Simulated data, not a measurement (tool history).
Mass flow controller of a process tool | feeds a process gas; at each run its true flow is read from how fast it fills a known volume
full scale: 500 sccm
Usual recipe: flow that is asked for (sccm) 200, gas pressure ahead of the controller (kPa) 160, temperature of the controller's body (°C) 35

run,hour,flow that is asked for (sccm),gas pressure ahead of the controller (kPa),temperature of the controller's body (°C),true flow (%)
1,0,200,160,35,99.02
2,532.8,200,160,35,99.05
3,782.4,200,183,35,99.07
4,1027.4,200,183,35,99.19
5,1547.2,200,183,35,99.32
6,2070.6,200,183,35,99.4
7,2579.3,256,183,35,99.99
8,3046.6,256,183,35,100.03
9,3516,200,180,35,99.66
10,3885,218,167,25,98.84
11,4394.2,71,193,34,99.04
12,4609.8,200,140,35,99.63
13,5050.9,123,140,21,97.81
14,5301.9,200,193,35,100.32
15,5621.9,200,193,35,100.16

Results per run with the tool's hidden condition removed, run-to-run variation unchanged:
The tool's hidden condition here consists of: flow at rest that the sensor doesn't see, % of full scale; true flow over the shown one, %; drift of the gauge itself on true_pct, %.
run,true flow (%)
1,99.01
2,98.93
3,98.9
4,98.97
5,98.99
6,98.96
7,99.44
8,99.38
9,98.91
10,98.03
11,98.11
12,98.66
13,96.77
14,99.2
15,98.98
